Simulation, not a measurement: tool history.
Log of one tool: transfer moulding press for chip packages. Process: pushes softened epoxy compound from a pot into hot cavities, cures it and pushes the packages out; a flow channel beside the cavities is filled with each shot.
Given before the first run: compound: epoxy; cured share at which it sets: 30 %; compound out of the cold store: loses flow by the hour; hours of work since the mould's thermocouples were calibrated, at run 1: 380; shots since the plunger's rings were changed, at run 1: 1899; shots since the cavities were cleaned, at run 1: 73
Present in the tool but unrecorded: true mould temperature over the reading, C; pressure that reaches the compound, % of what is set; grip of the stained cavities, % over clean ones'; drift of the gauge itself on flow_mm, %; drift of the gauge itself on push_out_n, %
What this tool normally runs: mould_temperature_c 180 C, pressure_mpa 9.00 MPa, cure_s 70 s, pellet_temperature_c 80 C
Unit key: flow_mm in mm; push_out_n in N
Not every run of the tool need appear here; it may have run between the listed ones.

run   hour  mould_temperature_c  pressure_mpa  cure_s  pellet_temperature_c  hours of work since the mould's thermocouples were calibrated  shots since the plunger's rings were changed  shots since the cavities were cleaned  incoming compound's hours out of the cold store  flow_mm  push_out_n
  1    0.0                  180          9.00      70                    80                                                            380                                          1899                                     73                                             46.4      751         330
  2   32.9                  180          9.00      70                    75                                                            402                                          2387                                    561                                             34.7      780         489
      40.6  -- cavities cleaned with cleaning compound and waxed
  3   70.9                  180          9.00      70                    75                                                            427                                          2928                                    449                                              9.3      851         479
      85.8  -- cavities cleaned with cleaning compound and waxed
  4   92.2                  187          9.00      70                    80                                                            440                                          3223                                     96                                             47.3      709         246
     104.6  -- mould's thermocouples calibrated
  5  128.0                  187          8.21      70                    80                                                             16                                          3724                                    597                                             19.8      756         315
     131.5  -- cavities cleaned with cleaning compound and waxed
  6  152.2                  187          7.07      70                    80                                                             31                                          4061                                    307                                             29.6      683         283
     174.8  -- cavities cleaned with cleaning compound and waxed
  7  193.3                  187          7.07      70                    80                                                             58                                          4648                                    275                                             33.2      666         274
     220.6  -- cavities cleaned with cleaning compound and waxed
  8  220.7                  180          9.00      70                    80                                                             76                                          5032                                      1                                             31.7      762         312
  9  247.8                  180          9.00      70                    80                                                             94                                          5434                                    403                                             18.6      814         435
     265.0  -- cavities cleaned with cleaning compound and waxed
 10  295.1                  180          9.00      70                    80                                                            125                                          6113                                    445                                             40.8      733         417
     307.7  -- cavities cleaned with cleaning compound and waxed
 11  320.9                  180          9.00      70                    80                                                            142                                          6474                                    196                                             20.4      787         388
     325.6  -- plunger's sealing rings changed
 12  342.7                  180          9.00      70                    80                                                            155                                           255                                    483                                             41.1      784         408
     354.6  -- cavities cleaned with cleaning compound and waxed
 13  390.1                  180          9.00      70                    80                                                            186                                           935                                    527                                             37.7      780         434
     401.0  -- cavities cleaned with cleaning compound and waxed
 14  414.5                  180          9.00      70                    80                                                            202                                          1276                                    202                                             15.7      845         384
     444.0  -- cavities cleaned with cleaning compound and waxed
 15  444.9                  186          9.98      94                    78                                                            222                                          1704                                     14                                             22.4      862         192
 16  471.7                  186          8.83      94                    83                                                            240                                          2101                                    411                                             31.1      765         251
     486.6  -- cavities cleaned with cleaning compound and waxed
 17  513.0                  186          8.83      94                    83                                                            267                                          2692                                    392                                             25.1      789         243
     530.7  -- cavities cleaned with cleaning compound and waxed
 18  544.8                  186          8.83      59                    83                                                            287                                          3142                                    210                                             30.7      764         413

What will run 19 give?
     574.9  -- cavities cleaned with cleaning compound and waxed
 19  580.2                  173          9.60      70                    80                                                            310                                          3644                                     79                                             21.1        ?           ?

Logged for run 19: flow_mm 842 mm, push_out_n 576 N.
The same run, on a tool lacking any hidden state, would have yielded flow_mm 877 mm, push_out_n 507 N.

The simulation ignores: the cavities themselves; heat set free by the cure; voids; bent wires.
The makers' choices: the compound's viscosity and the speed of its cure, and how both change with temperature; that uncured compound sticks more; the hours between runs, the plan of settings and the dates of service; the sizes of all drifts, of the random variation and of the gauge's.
